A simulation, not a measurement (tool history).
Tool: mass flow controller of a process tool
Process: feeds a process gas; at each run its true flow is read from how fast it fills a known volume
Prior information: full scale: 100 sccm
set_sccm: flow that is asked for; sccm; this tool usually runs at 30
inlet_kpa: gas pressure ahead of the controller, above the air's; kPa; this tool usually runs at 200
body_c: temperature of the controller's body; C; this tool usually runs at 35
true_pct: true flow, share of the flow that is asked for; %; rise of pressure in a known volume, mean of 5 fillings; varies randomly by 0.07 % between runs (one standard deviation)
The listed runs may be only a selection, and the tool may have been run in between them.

run 1 hour=0 | set_sccm=30 inlet_kpa=200 body_c=35 | true_pct=99.71
run 2 hour=270.8 | set_sccm=30 inlet_kpa=200 body_c=35 | true_pct=99.64
run 3 hour=460.7 | set_sccm=12 inlet_kpa=200 body_c=35 | true_pct=102.88
run 4 hour=749 | set_sccm=12 inlet_kpa=200 body_c=35 | true_pct=103.06
run 5 hour=1001.7 | set_sccm=30 inlet_kpa=200 body_c=35 | true_pct=99.76
run 6 hour=1350.4 | set_sccm=30 inlet_kpa=200 body_c=35 | true_pct=99.94
run 7 hour=1524.2 | set_sccm=30 inlet_kpa=200 body_c=35 | true_pct=99.77
run 8 hour=1717.1 | set_sccm=30 inlet_kpa=200 body_c=35 | true_pct=99.78
run 9 hour=2074.8 | set_sccm=30 inlet_kpa=214 body_c=26 | true_pct=100.7
run 10 hour=2417.1 | set_sccm=30 inlet_kpa=214 body_c=26 | true_pct=100.74
run 11 hour=2685.1 | set_sccm=30 inlet_kpa=214 body_c=26 | true_pct=100.86
run 12 hour=2954.8 | set_sccm=13 inlet_kpa=196 body_c=22 | true_pct=104.68
run 13 hour=3127.4 | set_sccm=63 inlet_kpa=273 body_c=22 | true_pct=99.95
run 14 hour=3455.9 | set_sccm=17 inlet_kpa=200 body_c=39 | true_pct=101.61
run 15 hour=3757.1 | set_sccm=17 inlet_kpa=200 body_c=39 | true_pct=101.85
run 16 hour=3991.7 | set_sccm=17 inlet_kpa=200 body_c=38 | true_pct=101.82

What if the next run were any one of these 3? Each begins from the tool's condition after run 16:
run A hour=4380.7 | set_sccm=21 inlet_kpa=168 body_c=20 | true_pct=?
run B hour=4380.7 | set_sccm=16 inlet_kpa=231 body_c=24 | true_pct=?
run C hour=4380.7 | set_sccm=71 inlet_kpa=200 body_c=25 | true_pct=?

run=A true_pct=102.9
run=B true_pct=103.84
run=C true_pct=100.06
With no hidden state in the tool, these same runs would have given:
run=A true_pct=99.4
run=B true_pct=98.96
run=C true_pct=99.64
